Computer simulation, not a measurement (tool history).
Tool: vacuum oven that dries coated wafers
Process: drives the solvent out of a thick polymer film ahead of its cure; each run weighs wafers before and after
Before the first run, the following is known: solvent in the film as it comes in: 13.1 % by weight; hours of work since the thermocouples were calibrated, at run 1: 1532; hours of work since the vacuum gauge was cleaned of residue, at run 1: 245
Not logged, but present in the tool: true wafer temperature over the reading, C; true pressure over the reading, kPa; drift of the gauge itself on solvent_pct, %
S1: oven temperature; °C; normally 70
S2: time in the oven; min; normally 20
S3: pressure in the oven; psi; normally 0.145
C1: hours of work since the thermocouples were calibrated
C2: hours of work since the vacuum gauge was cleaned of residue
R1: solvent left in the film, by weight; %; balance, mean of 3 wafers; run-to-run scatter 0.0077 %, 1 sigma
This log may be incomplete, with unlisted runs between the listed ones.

| run | hour | S1 | S2 | S3 | C1 | C2 | R1 |
|---|---|---|---|---|---|---|---|
| 1 | 0.0 | 70 | 20 | 0.145 | 1532 | 245 | 0.570 |
| 2 | 7.7 | 77 | 20 | 0.145 | 1537 | 250 | 0.290 |
| 3 | 15.2 | 70 | 20 | 0.145 | 1542 | 255 | 0.564 |
| 4 | 25.9 | 70 | 20 | 0.145 | 1548 | 261 | 0.559 |
| 5 | 37.6 | 70 | 20 | 0.145 | 1556 | 269 | 0.557 |
| 6 | 48.7 | 70 | 13 | 0.145 | 1562 | 275 | 1.239 |
| 7 | 57.1 | 70 | 13 | 0.145 | 1567 | 281 | 1.242 |
| 8 | 64.8 | 70 | 20 | 0.312 | 1572 | 285 | 0.850 |
| 9 | 79.2 | 70 | 20 | 0.312 | 1581 | 294 | 0.866 |
| 10 | 91.7 | 70 | 20 | 0.312 | 1589 | 302 | 0.866 |
| 11 | 100.0 | 78 | 13 | 0.312 | 1594 | 307 | 0.712 |
|  | 113.2 | oven's thermocouples calibrated |
| 12 | 113.2 | 70 | 10 | 0.158 | 0 | 314 | 2.152 |
| 13 | 126.6 | 71 | 20 | 0.152 | 8 | 322 | 0.594 |
| 14 | 133.8 | 80 | 19 | 0.249 | 13 | 326 | 0.381 |
| 15 | 148.4 | 70 | 20 | 0.392 | 22 | 335 | 1.094 |
| 16 | 157.6 | 70 | 20 | 0.392 | 27 | 341 | 1.104 |
| 17 | 168.3 | 70 | 32 | 0.173 | 34 | 348 | 0.418 |
| 18 | 182.9 | 70 | 32 | 0.307 | 43 | 357 | 0.676 |
| 19 | 189.6 | 67 | 20 | 0.222 | 47 | 361 | 1.043 |
| 20 | 196.7 | 67 | 20 | 0.222 | 51 | 365 | 1.056 |

Here are 3 independent what-if runs from the current tool condition. What would each one return?
| A | 203.6 | 59 | 12 | 0.086 | 56 | 369 | ? |
| B | 203.6 | 66 | 31 | 0.074 | 56 | 369 | ? |
| C | 203.6 | 68 | 14 | 0.247 | 56 | 369 | ? |

| run | R1 |
|---|---|
| A | 3.613 |
| B | 0.344 |
| C | 1.700 |
Stripped of hidden state, with their random variation kept, the same runs would have yielded:
| run | R1 |
|---|---|
| A | 3.643 |
| B | 0.314 |
| C | 1.716 |
